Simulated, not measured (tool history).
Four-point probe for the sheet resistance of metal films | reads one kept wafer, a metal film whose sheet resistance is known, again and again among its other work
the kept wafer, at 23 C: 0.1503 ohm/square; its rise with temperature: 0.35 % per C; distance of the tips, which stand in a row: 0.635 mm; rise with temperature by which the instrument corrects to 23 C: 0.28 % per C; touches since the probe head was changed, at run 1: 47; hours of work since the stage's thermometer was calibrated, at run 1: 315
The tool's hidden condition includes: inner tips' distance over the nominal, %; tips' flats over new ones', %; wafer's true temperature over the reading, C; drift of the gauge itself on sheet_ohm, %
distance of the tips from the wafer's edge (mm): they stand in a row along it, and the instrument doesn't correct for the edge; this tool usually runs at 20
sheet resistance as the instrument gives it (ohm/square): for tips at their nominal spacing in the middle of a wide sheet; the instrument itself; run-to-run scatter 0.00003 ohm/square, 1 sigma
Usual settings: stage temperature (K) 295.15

run,hour,stage temperature (K),distance of the tips from the wafer's edge (mm),touches since the probe head was changed,hours of work since the stage's thermometer was calibrated,sheet resistance as the instrument gives it (ohm/square)
1,0,295.15,20,47,315,0.150929
2,72,295.15,51,1454,363,0.150849
3,143.6,295.15,20,2853,410,0.150895
4,191,295.15,20,3779,442,0.150905
5,266.4,296.15,20,5253,492,0.150963
6,329.7,296.15,20,6489,534,0.15093
7,414.5,295.15,20,8147,590,0.150819
8,479.3,291.15,20,9412,633,0.150316
9,529.3,291.15,20,10390,666,0.15038
10,646.4,291.15,20,12678,744,0.150259
11,711.4,295.15,20,13949,787,0.150633
12,790.9,295.15,20,15503,840,0.150672
13,843.2,295.15,20,16523,875,0.150616
14,901,307.15,20,17654,913,0.151811
15,1000.2,307.15,11,19593,979,0.151998
16,1095.2,307.15,11,21448,1042,0.151915

Run 17 comes next. What will it give?
17,1188.5,307.15,11,23272,1104,?

Run 17 yielded sheet resistance as the instrument gives it (ohm/square) 0.151863.
With the hidden condition absent and the run-to-run variation left alone, this run would have shown sheet resistance as the instrument gives it (ohm/square) 0.151686.
